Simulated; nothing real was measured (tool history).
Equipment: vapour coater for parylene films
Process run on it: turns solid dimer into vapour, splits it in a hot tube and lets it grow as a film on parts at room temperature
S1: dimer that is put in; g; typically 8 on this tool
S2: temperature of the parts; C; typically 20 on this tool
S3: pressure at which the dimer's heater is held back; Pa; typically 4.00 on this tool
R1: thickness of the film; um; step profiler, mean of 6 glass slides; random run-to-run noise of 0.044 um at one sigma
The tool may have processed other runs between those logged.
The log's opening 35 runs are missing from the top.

Run 36, day 95.054: usual settings but S3 6.00 Pa. Result: R1 6.08 um.
Run 37, day 97.054: usual settings but S1 7 g, S2 16 C, S3 2.22 Pa. Result: R1 7.03 um.
Run 38, day 98.688: usual settings but S1 7 g, S2 16 C, S3 2.22 Pa. Result: R1 7.08 um.
Run 39, day 100.171: usual settings but S1 7 g, S2 16 C, S3 4.62 Pa. Result: R1 6.47 um.
Run 40, day 102.529: usual settings but S1 7 g, S2 16 C, S3 4.62 Pa. Result: R1 6.43 um.
Run 41, day 104.379: usual settings but S1 7 g, S2 16 C, S3 4.62 Pa. Result: R1 6.44 um.
Run 42, day 107.704: usual settings but S1 11 g, S2 23 C, S3 5.10 Pa. Result: R1 7.56 um.
Run 43, day 110.946: usual settings but S2 27 C, S3 3.40 Pa. Result: R1 4.99 um.
Run 44, day 112.571: usual settings but S2 27 C, S3 3.40 Pa. Result: R1 4.93 um.
Run 45, day 114.925: usual settings but S2 27 C, S3 6.49 Pa. Result: R1 4.55 um.
Run 46, day 116.933: usual settings but S1 12 g, S2 27 C, S3 11.23 Pa. Result: R1 6.39 um.
Run 47, day 118.983: usual settings but S1 7 g. Result: R1 5.56 um.
Run 48, day 121.642: usual settings but S1 11 g, S2 14 C, S3 9.29 Pa. Result: R1 10.09 um.

Here are 3 independent what-if runs from the current tool condition. What would each one return?
Run A, day 124.438: usual settings but S1 7 g, S2 13 C, S3 10.65 Pa. Result: R1 ?.
Run B, day 124.438: usual settings but S1 4 g, S2 31 C, S3 3.03 Pa. Result: R1 ?.
Run C, day 124.438: usual settings but S3 5.13 Pa. Result: R1 ?.

run    R1
  A  6.42
  B  2.15
  C  6.26
With the hidden condition removed and each run's random variation left untouched, the same runs would have given:
run    R1
  A  6.45
  B  2.16
  C  6.29
